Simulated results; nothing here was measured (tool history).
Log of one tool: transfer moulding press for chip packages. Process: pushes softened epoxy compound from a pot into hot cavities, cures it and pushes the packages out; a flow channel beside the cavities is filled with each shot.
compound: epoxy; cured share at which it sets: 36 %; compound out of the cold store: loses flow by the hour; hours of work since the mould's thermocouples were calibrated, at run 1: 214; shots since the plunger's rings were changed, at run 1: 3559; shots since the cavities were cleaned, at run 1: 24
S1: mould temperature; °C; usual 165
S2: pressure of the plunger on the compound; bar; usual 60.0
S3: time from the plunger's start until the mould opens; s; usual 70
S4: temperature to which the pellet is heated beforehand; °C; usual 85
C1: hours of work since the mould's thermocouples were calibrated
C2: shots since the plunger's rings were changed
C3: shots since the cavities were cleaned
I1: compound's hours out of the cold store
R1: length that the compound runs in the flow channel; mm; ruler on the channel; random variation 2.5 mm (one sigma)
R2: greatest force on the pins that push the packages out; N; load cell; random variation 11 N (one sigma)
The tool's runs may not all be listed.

run 1 hour=0.0 | S1=165 S2=60.0 S3=70 S4=85 | C1=214 C2=3559 C3=24 | I1=28.9 | R1=670 R2=527
run 2 hour=10.8 | S1=165 S2=50.6 S3=70 S4=85 | C1=220 C2=3680 C3=145 | I1=42.5 | R1=588 R2=576
run 3 hour=26.3 | S1=167 S2=60.0 S3=70 S4=85 | C1=228 C2=3855 C3=320 | I1=39.0 | R1=642 R2=639
run 4 hour=32.8 | S1=167 S2=60.0 S3=70 S4=85 | C1=231 C2=3927 C3=392 | I1=26.0 | R1=669 R2=677
-- hour=47.8 cavities cleaned with cleaning compound and waxed
-- hour=52.6 plunger's sealing rings changed
run 5 hour=52.6 | S1=167 S2=60.0 S3=70 S4=85 | C1=239 C2=0 C3=26 | I1=8.1 | R1=743 R2=505
run 6 hour=63.7 | S1=165 S2=60.0 S3=70 S4=85 | C1=245 C2=124 C3=150 | I1=21.5 | R1=710 R2=621
run 7 hour=77.1 | S1=165 S2=60.0 S3=70 S4=85 | C1=251 C2=276 C3=302 | I1=40.1 | R1=666 R2=668
run 8 hour=91.9 | S1=165 S2=60.0 S3=70 S4=85 | C1=259 C2=441 C3=467 | I1=29.9 | R1=693 R2=757
-- hour=100.3 cavities cleaned with cleaning compound and waxed
run 9 hour=102.4 | S1=165 S2=60.0 S3=70 S4=85 | C1=263 C2=543 C3=23 | I1=23.8 | R1=706 R2=522
run 10 hour=112.7 | S1=165 S2=60.0 S3=52 S4=85 | C1=269 C2=659 C3=139 | I1=40.8 | R1=662 R2=1107
run 11 hour=123.0 | S1=165 S2=60.0 S3=52 S4=85 | C1=274 C2=775 C3=255 | I1=9.5 | R1=740 R2=1306
run 12 hour=134.4 | S1=165 S2=60.0 S3=52 S4=85 | C1=280 C2=904 C3=384 | I1=25.8 | R1=699 R2=1333
run 13 hour=143.7 | S1=165 S2=60.0 S3=52 S4=85 | C1=284 C2=1007 C3=487 | I1=34.9 | R1=678 R2=1394
-- hour=150.2 cavities cleaned with cleaning compound and waxed
run 14 hour=153.7 | S1=165 S2=60.0 S3=52 S4=85 | C1=288 C2=1103 C3=39 | I1=39.2 | R1=663 R2=982
run 15 hour=166.8 | S1=161 S2=55.2 S3=63 S4=85 | C1=295 C2=1251 C3=187 | I1=40.5 | R1=642 R2=943
run 16 hour=175.2 | S1=161 S2=55.2 S3=63 S4=84 | C1=299 C2=1346 C3=282 | I1=43.4 | R1=634 R2=1037
run 17 hour=182.1 | S1=161 S2=58.9 S3=53 S4=80 | C1=303 C2=1423 C3=359 | I1=46.8 | R1=651 R2=1561
run 18 hour=193.4 | S1=161 S2=58.9 S3=53 S4=80 | C1=308 C2=1550 C3=486 | I1=18.9 | R1=715 R2=1863
-- hour=200.5 cavities cleaned with cleaning compound and waxed
run 19 hour=205.8 | S1=161 S2=58.9 S3=53 S4=80 | C1=314 C2=1673 C3=60 | I1=37.6 | R1=667 R2=1273
run 20 hour=215.7 | S1=160 S2=60.0 S3=70 S4=85 | C1=319 C2=1784 C3=171 | I1=47.7 | R1=651 R2=787
run 21 hour=228.7 | S1=165 S2=60.0 S3=84 S4=85 | C1=326 C2=1931 C3=318 | I1=29.6 | R1=683 R2=582
run 22 hour=242.9 | S1=165 S2=60.0 S3=84 S4=85 | C1=333 C2=2090 C3=477 | I1=42.1 | R1=654 R2=615
-- hour=250.3 cavities cleaned with cleaning compound and waxed
run 23 hour=256.7 | S1=165 S2=66.9 S3=52 S4=85 | C1=339 C2=2228 C3=71 | I1=14.9 | R1=753 R2=1076
run 24 hour=269.6 | S1=160 S2=66.9 S3=52 S4=87 | C1=345 C2=2374 C3=217 | I1=15.9 | R1=762 R2=1706
run 25 hour=282.4 | S1=164 S2=60.0 S3=70 S4=85 | C1=352 C2=2517 C3=360 | I1=24.6 | R1=693 R2=723
run 26 hour=298.1 | S1=164 S2=60.0 S3=70 S4=85 | C1=360 C2=2694 C3=537 | I1=28.4 | R1=677 R2=806
-- hour=300.2 cavities cleaned with cleaning compound and waxed
run 27 hour=313.9 | S1=164 S2=60.0 S3=70 S4=85 | C1=367 C2=2855 C3=154 | I1=12.9 | R1=715 R2=655
run 28 hour=326.9 | S1=164 S2=60.0 S3=106 S4=85 | C1=374 C2=3001 C3=300 | I1=16.1 | R1=706 R2=535

Forecast each of these 3 alternatives for the next run:
run A hour=338.2 | S1=164 S2=60.0 S3=106 S4=81 | C1=379 C2=3129 C3=428 | I1=16.5 | R1=? R2=?
run B hour=338.2 | S1=165 S2=65.4 S3=70 S4=85 | C1=379 C2=3129 C3=428 | I1=10.9 | R1=? R2=?
run C hour=338.2 | S1=167 S2=60.0 S3=106 S4=85 | C1=379 C2=3129 C3=428 | I1=38.5 | R1=? R2=?

run=A R1=702 R2=592
run=B R1=745 R2=745
run=C R1=651 R2=562
Without the tool's hidden state the same runs would have given:
run=A R1=729 R2=404
run=B R1=774 R2=499
run=C R1=677 R2=382
